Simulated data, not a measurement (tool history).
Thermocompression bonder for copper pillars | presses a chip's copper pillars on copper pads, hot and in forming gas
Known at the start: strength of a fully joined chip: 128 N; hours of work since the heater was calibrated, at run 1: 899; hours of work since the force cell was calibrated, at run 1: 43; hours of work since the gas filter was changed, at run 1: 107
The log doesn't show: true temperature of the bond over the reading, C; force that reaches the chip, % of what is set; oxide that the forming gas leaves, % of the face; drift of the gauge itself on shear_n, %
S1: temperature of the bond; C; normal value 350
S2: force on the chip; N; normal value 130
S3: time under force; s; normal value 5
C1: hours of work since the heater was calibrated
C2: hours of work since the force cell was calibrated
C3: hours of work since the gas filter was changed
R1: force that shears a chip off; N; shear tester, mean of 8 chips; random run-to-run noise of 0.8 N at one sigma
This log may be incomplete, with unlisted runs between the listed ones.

| run | hour | S1 | S2 | S3 | C1 | C2 | C3 | R1 |
|---|---|---|---|---|---|---|---|---|
| 1 | 0.0 | 350 | 130 | 5 | 899 | 43 | 107 | 61.4 |
| 2 | 12.7 | 350 | 130 | 4 | 905 | 50 | 114 | 57.5 |
| 3 | 34.5 | 350 | 130 | 5 | 917 | 61 | 125 | 61.3 |
| 4 | 57.3 | 350 | 130 | 5 | 929 | 74 | 137 | 61.7 |
| 5 | 67.3 | 350 | 130 | 5 | 934 | 79 | 142 | 63.6 |
| 6 | 80.8 | 350 | 130 | 5 | 941 | 86 | 150 | 62.3 |
| 7 | 97.0 | 350 | 130 | 5 | 950 | 94 | 158 | 61.8 |
|  | 107.2 | forming gas filter changed |
| 8 | 110.6 | 350 | 130 | 5 | 957 | 101 | 2 | 62.8 |
| 9 | 133.3 | 350 | 130 | 5 | 969 | 113 | 14 | 61.6 |
| 10 | 149.6 | 350 | 130 | 5 | 977 | 122 | 22 | 63.0 |
| 11 | 168.6 | 350 | 130 | 5 | 987 | 132 | 32 | 64.2 |
| 12 | 190.2 | 350 | 130 | 5 | 999 | 144 | 44 | 62.1 |
| 13 | 202.4 | 350 | 130 | 5 | 1005 | 150 | 50 | 62.3 |
| 14 | 220.6 | 350 | 130 | 5 | 1015 | 160 | 60 | 62.0 |
| 15 | 243.4 | 350 | 130 | 5 | 1027 | 172 | 72 | 61.0 |
| 16 | 257.3 | 350 | 130 | 5 | 1034 | 179 | 79 | 63.1 |
| 17 | 268.0 | 350 | 130 | 5 | 1040 | 185 | 85 | 63.0 |
| 18 | 289.8 | 323 | 130 | 5 | 1052 | 196 | 97 | 46.2 |
| 19 | 300.0 | 323 | 130 | 5 | 1057 | 202 | 102 | 44.4 |
| 20 | 321.0 | 323 | 130 | 5 | 1068 | 213 | 113 | 44.9 |
| 21 | 331.6 | 323 | 130 | 5 | 1074 | 218 | 119 | 44.6 |
| 22 | 350.0 | 323 | 130 | 5 | 1083 | 228 | 128 | 45.5 |
| 23 | 364.2 | 323 | 130 | 5 | 1091 | 236 | 136 | 44.7 |
| 24 | 374.2 | 335 | 125 | 12 | 1096 | 241 | 141 | 68.4 |
| 25 | 383.9 | 335 | 125 | 12 | 1101 | 246 | 146 | 67.5 |
| 26 | 401.6 | 335 | 125 | 3 | 1111 | 255 | 156 | 41.1 |
|  | 416.2 | forming gas filter changed |
| 27 | 425.2 | 335 | 125 | 3 | 1123 | 268 | 5 | 41.7 |
| 28 | 443.9 | 351 | 125 | 14 | 1133 | 277 | 15 | 86.4 |
| 29 | 456.6 | 351 | 125 | 14 | 1140 | 284 | 21 | 84.3 |
| 30 | 472.5 | 333 | 154 | 9 | 1148 | 293 | 30 | 71.8 |
| 31 | 490.3 | 371 | 97 | 11 | 1157 | 302 | 39 | 78.6 |
| 32 | 507.0 | 366 | 95 | 3 | 1166 | 311 | 48 | 47.7 |
|  | 521.5 | heater calibrated with a thermocouple chip |
| 33 | 529.8 | 350 | 90 | 5 | 4 | 322 | 59 | 45.0 |
| 34 | 547.4 | 350 | 90 | 5 | 14 | 331 | 68 | 45.9 |
| 35 | 559.8 | 350 | 90 | 5 | 20 | 338 | 75 | 45.8 |
| 36 | 573.4 | 350 | 90 | 5 | 27 | 345 | 82 | 45.1 |

Each row is a separate what-if for the run after 36, all from the same tool condition, not one after another. Results?
| A | 588.1 | 350 | 180 | 11 | 35 | 353 | 90 | ? |
| B | 588.1 | 356 | 130 | 11 | 35 | 353 | 90 | ? |
| C | 588.1 | 374 | 130 | 12 | 35 | 353 | 90 | ? |
| D | 588.1 | 350 | 122 | 5 | 35 | 353 | 90 | ? |
| E | 588.1 | 368 | 99 | 5 | 35 | 353 | 90 | ? |

| run | R1 |
|---|---|
| A | 97.0 |
| B | 84.2 |
| C | 97.6 |
| D | 59.0 |
| E | 59.7 |
With the hidden condition removed and each run's random variation left untouched, the same runs would have given:
| run | R1 |
|---|---|
| A | 97.3 |
| B | 84.4 |
| C | 97.9 |
| D | 59.2 |
| E | 59.9 |

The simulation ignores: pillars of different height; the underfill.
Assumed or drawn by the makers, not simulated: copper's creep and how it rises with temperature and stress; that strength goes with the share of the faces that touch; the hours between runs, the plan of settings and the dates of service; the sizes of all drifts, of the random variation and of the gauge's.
